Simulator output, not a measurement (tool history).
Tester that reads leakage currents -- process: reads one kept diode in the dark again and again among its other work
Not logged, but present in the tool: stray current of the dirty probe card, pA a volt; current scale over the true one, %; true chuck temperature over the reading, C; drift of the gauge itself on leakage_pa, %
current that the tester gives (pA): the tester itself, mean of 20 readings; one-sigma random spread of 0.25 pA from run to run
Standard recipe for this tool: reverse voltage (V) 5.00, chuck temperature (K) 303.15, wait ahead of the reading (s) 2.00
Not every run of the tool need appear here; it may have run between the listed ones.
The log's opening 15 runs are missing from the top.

run	day	reverse voltage (V)	chuck temperature (K)	wait ahead of the reading (s)	hours of work since the probe card was cleaned	hours of work since the tester was calibrated	hours of work since the chuck was calibrated	current that the tester gives (pA)
16	73.883	5.00	303.15	0.66	853	1124	922	87.42
17	78.921	13.73	303.15	2.00	922	1192	990	141.94
18	83.192	3.15	307.15	6.36	980	1250	1048	94.67
19	86.583	5.00	333.15	2.00	1026	1296	1094	821.84
20	92.679	2.82	333.15	2.00	1109	1379	1177	635.32
21	99.267	2.82	333.15	2.00	1198	1469	1266	635.71
22	105.746	5.00	307.15	2.00	1286	1557	1354	119.53
23	108.838	5.00	306.15	2.00	1328	1599	1396	110.48
24	114.112	5.00	306.15	2.00	1400	1670	1468	110.40
25	118.471	5.00	306.15	2.00	1459	1730	1527	111.11
26	124.104	1.44	303.15	1.49	1536	1806	1604	47.85
27	129.621	1.77	323.15	2.00	1611	1881	1679	248.61
28	134.642	15.73	296.15	2.00	1679	1949	1747	103.35
# day 135.304: chuck's temperature calibrated
29	140.529	15.73	296.15	2.00	1758	2028	71	107.90
30	146.246	8.23	296.15	9.84	1835	2106	149	72.67
31	149.300	10.46	303.15	2.00	1877	2147	190	136.76
32	155.621	5.00	293.15	0.36	1963	2233	276	49.44
33	161.308	5.00	303.15	3.53	2040	2310	353	93.49

5 ways to go on from here, each from the tool as it stands after run 33. What would each give?
A	166.012	2.61	296.15	3.68	2104	2374	417	?
B	166.012	5.00	303.15	1.58	2104	2374	417	?
C	166.012	5.00	303.15	2.41	2104	2374	417	?
D	166.012	6.04	312.15	3.53	2104	2374	417	?
E	166.012	10.95	303.15	3.53	2104	2374	417	?

run	current that the tester gives (pA)
A	39.45
B	94.23
C	94.03
D	200.70
E	141.42
With no hidden state in the tool, these same runs would have given:
run	current that the tester gives (pA)
A	33.76
B	83.46
C	83.26
D	188.55
E	117.24
